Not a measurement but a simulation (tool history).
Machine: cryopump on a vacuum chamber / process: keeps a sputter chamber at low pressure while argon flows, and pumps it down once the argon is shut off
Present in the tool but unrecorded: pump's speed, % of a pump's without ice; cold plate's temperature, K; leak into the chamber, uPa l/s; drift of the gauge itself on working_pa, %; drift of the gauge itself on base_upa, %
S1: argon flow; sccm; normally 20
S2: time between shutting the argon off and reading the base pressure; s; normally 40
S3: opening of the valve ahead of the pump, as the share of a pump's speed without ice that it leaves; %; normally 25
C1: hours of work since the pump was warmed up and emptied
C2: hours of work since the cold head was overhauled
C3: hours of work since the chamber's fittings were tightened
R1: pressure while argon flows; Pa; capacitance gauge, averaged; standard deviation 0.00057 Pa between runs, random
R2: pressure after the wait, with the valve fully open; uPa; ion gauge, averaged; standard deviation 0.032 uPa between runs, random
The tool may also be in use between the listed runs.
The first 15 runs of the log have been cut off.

run 16 hour=663.1 | S1=20 S2=148 S3=25 | C1=606 C2=1752 C3=1880 | R1=0.0716 R2=1.66
run 17 hour=721.7 | S1=20 S2=148 S3=25 | C1=652 C2=1797 C3=1925 | R1=0.0720 R2=1.73
run 18 hour=781.2 | S1=20 S2=33 S3=23 | C1=698 C2=1843 C3=1971 | R1=0.0785 R2=3.17
run 19 hour=816.6 | S1=21 S2=56 S3=23 | C1=725 C2=1870 C3=1998 | R1=0.0826 R2=2.44
run 20 hour=858.6 | S1=10 S2=40 S3=25 | C1=757 C2=1903 C3=2030 | R1=0.0354 R2=2.83
run 21 hour=906.8 | S1=9 S2=40 S3=25 | C1=795 C2=1940 C3=2068 | R1=0.0319 R2=2.83
run 22 hour=948.4 | S1=9 S2=40 S3=25 | C1=827 C2=1972 C3=2100 | R1=0.0328 R2=2.97
run 23 hour=1002.0 | S1=37 S2=85 S3=25 | C1=868 C2=2013 C3=2141 | R1=0.1356 R2=2.23
run 24 hour=1047.7 | S1=20 S2=40 S3=51 | C1=903 C2=2048 C3=2176 | R1=0.0400 R2=3.07
run 25 hour=1104.1 | S1=18 S2=103 S3=25 | C1=947 C2=2092 C3=2220 | R1=0.0657 R2=2.19
run 26 hour=1135.1 | S1=18 S2=103 S3=25 | C1=971 C2=2116 C3=2244 | R1=0.0673 R2=2.17
run 27 hour=1188.5 | S1=20 S2=288 S3=17 | C1=1012 C2=2157 C3=2285 | R1=0.1068 R2=1.90
run 28 hour=1230.5 | S1=20 S2=288 S3=17 | C1=1044 C2=2190 C3=2317 | R1=0.1072 R2=1.97
-- hour=1289.5 pump warmed up, emptied and cooled again
run 29 hour=1290.0 | S1=20 S2=68 S3=29 | C1=0 C2=2232 C3=2360 | R1=0.0595 R2=2.13
run 30 hour=1331.0 | S1=28 S2=244 S3=31 | C1=32 C2=2263 C3=2391 | R1=0.0792 R2=1.53
run 31 hour=1383.6 | S1=30 S2=110 S3=25 | C1=73 C2=2304 C3=2432 | R1=0.1034 R2=1.88
run 32 hour=1432.9 | S1=20 S2=110 S3=25 | C1=111 C2=2342 C3=2470 | R1=0.0699 R2=1.92
run 33 hour=1463.4 | S1=17 S2=26 S3=32 | C1=134 C2=2365 C3=2493 | R1=0.0465 R2=3.75

Each row is a separate what-if for the run after 33, all from the same tool condition, not one after another. Results?
run A hour=1494.7 | S1=17 S2=164 S3=27 | C1=158 C2=2390 C3=2518 | R1=? R2=?
run B hour=1494.7 | S1=17 S2=22 S3=32 | C1=158 C2=2390 C3=2518 | R1=? R2=?
run C hour=1494.7 | S1=20 S2=22 S3=32 | C1=158 C2=2390 C3=2518 | R1=? R2=?

run=A R1=0.0546 R2=1.77
run=B R1=0.0461 R2=4.17
run=C R1=0.0546 R2=4.16
Had the tool no hidden state, the same runs would have come out as:
run=A R1=0.0532 R2=0.53
run=B R1=0.0447 R2=2.92
run=C R1=0.0529 R2=2.90

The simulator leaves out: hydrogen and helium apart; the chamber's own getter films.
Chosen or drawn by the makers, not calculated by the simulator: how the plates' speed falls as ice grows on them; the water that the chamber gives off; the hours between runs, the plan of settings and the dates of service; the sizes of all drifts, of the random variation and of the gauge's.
